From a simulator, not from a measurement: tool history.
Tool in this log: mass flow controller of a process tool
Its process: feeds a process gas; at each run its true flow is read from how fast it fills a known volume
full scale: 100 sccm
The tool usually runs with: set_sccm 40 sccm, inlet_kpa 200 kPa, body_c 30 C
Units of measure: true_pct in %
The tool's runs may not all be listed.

| run | day | set_sccm | inlet_kpa | body_c | true_pct |
|---|---|---|---|---|---|
| 1 | 0.000 | 40 | 200 | 30 | 97.46 |
| 2 | 10.542 | 40 | 200 | 30 | 97.56 |
| 3 | 20.758 | 60 | 200 | 30 | 98.38 |
| 4 | 30.154 | 40 | 200 | 30 | 97.40 |
|  | 31.571 | controller's zero set anew |
| 5 | 41.729 | 40 | 200 | 30 | 96.93 |
| 6 | 56.429 | 40 | 163 | 30 | 96.94 |
| 7 | 63.158 | 47 | 268 | 30 | 96.94 |
| 8 | 75.358 | 47 | 268 | 30 | 96.82 |
| 9 | 85.192 | 46 | 171 | 32 | 97.37 |
| 10 | 99.275 | 46 | 171 | 32 | 97.37 |

Alternative continuations, all from the tool just after run 10; predict every row:
|  | 114.125 | controller's zero set anew, once more |
| A | 114.475 | 12 | 209 | 34 | ? |
|  | 114.125 | controller's zero set anew, once more |
| B | 114.475 | 46 | 171 | 30 | ? |
|  | 114.125 | controller's zero set anew, once more |
| C | 114.475 | 62 | 256 | 30 | ? |

| run | true_pct |
|---|---|
| A | 97.35 |
| B | 98.37 |
| C | 98.42 |
Without the tool's hidden state the same runs would have given:
| run | true_pct |
|---|---|
| A | 97.85 |
| B | 98.77 |
| C | 98.81 |

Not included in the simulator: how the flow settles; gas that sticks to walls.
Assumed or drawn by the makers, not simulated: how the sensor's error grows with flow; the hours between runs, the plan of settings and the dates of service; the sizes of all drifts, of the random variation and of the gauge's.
